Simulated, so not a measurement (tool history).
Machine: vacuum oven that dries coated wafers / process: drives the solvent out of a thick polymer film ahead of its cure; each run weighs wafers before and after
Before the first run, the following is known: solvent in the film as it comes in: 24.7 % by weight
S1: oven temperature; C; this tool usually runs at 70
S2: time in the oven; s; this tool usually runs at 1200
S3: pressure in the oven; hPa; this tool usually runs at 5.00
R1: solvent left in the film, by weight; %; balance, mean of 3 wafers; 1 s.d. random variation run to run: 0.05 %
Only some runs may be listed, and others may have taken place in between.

Run 1, hour 0.0: usual settings. Result: R1 5.42 %.
Run 2, hour 11.0: usual settings. Result: R1 5.35 %.
Run 3, hour 19.4: usual settings but S2 840 s. Result: R1 7.96 %.
At hour 22.1: vacuum gauge cleaned of residue and calibrated.
Run 4, hour 26.9: usual settings but S2 840 s, S3 4.11 hPa. Result: R1 7.84 %.
Run 5, hour 37.9: usual settings but S2 840 s, S3 4.11 hPa. Result: R1 8.01 %.
Run 6, hour 51.3: usual settings but S2 840 s, S3 4.11 hPa. Result: R1 8.05 %.
Run 7, hour 62.2: usual settings but S1 57 C, S3 12.27 hPa. Result: R1 10.88 %.
Run 8, hour 67.8: usual settings but S1 64 C, S2 2040 s. Result: R1 4.02 %.
At hour 79.4: vacuum gauge cleaned of residue and calibrated, once more.
Run 9, hour 79.9: usual settings but S1 64 C, S2 2040 s. Result: R1 4.03 %.
Run 10, hour 85.6: usual settings but S1 64 C, S2 2040 s. Result: R1 4.06 %.
Run 11, hour 94.4: usual settings but S2 1140 s, S3 2.82 hPa. Result: R1 5.68 %.

Pick out some run-to-run changes in R1. Of each, how much would a tool without hidden state show as well, from the settings, what came in and chance, and how much is left for the hidden state and any gauge scatter not in both results compared?
Hidden conditions of the tool in this case: true wafer temperature over the reading, C; true pressure over the reading, kPa; drift of the gauge itself on solvent_pct, %.
Run 7 -> 8: S1 57 -> 64, S2 1200 -> 2040, S3 12.27 -> 5.00. R1 -6.86 %: hidden state +0.05, all else -6.91.
Run 8 -> 9: vacuum gauge cleaned of residue and calibrated, once more. R1 +0.01 %: hidden state -0.08, all else +0.09.
